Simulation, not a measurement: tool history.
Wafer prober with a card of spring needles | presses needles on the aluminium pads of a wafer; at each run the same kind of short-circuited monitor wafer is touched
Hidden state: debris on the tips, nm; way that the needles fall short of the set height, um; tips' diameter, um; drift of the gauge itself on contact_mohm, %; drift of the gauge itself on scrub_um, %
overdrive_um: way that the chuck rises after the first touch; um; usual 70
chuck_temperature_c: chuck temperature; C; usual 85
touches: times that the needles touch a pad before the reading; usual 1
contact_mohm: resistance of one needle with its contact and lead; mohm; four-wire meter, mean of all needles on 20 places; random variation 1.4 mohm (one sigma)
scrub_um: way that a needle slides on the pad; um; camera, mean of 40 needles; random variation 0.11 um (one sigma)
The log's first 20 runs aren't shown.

run     day  overdrive_um  chuck_temperature_c  touches  touches since the tips were cleaned  cleanings since the card got new needles  touches since the first contact's height was set  contact_mohm  scrub_um
      6.729  -- tips cleaned on abrasive film
 21   6.729            70                   70        2                                    0                                        13                                             18044           124     14.66
      6.858  -- height of the first contact set anew, once more
 22   7.017            70                   70        2                                 2205                                        13                                              1268           137     14.95
 23   7.221            70                   70        2                                 3867                                        13                                              2930           142     14.96
      7.338  -- tips cleaned on abrasive film
 24   7.442            87                   85        1                                  820                                        14                                              4661           127     18.40
 25   7.679            54                  124        1                                 2726                                        14                                              6567           177     11.34
      7.933  -- tips cleaned on abrasive film
 26   7.933            54                  124        1                                    0                                        15                                              8585           138     11.69
 27   8.196            50                  124        1                                 2110                                        15                                             10695           180     10.68
 28   8.517            78                   76        2                                 4672                                        15                                             13257           142     16.58
      8.542  -- tips cleaned on abrasive film
 29   8.804            58                  120        1                                 2130                                        16                                             15544           167     12.39
 30   9.054            86                   34        2                                 4111                                        16                                             17525           129     18.36
      9.158  -- tips cleaned on abrasive film
 31   9.312            86                   34        2                                 1226                                        17                                             19573           122     18.34
 32   9.638            86                   34        2                                 3833                                        17                                             22180           131     18.24
      9.767  -- tips cleaned on abrasive film
 33   9.821            86                   34        2                                  452                                        18                                             23626           119     18.11
 34  10.150            86                   34        2                                 3071                                        18                                             26245           129     18.40
     10.375  -- tips cleaned on abrasive film
 35  10.512            86                   34        2                                 1103                                        19                                             29144           122     18.08

3 ways to go on from here, each from the tool as it stands after run 35. What would each give?
  A  10.725            71                   34        1                                 2800                                        19                                             30841             ?         ?
  B  10.725            70                   85        2                                 2800                                        19                                             30841             ?         ?
  C  10.725            60                   34        2                                 2800                                        19                                             30841             ?         ?

run  contact_mohm  scrub_um
  A           148     15.10
  B           141     14.75
  C           147     12.82
Without the tool's hidden state the same runs would have given:
run  contact_mohm  scrub_um
  A           116     15.22
  B           123     14.86
  C           120     12.93
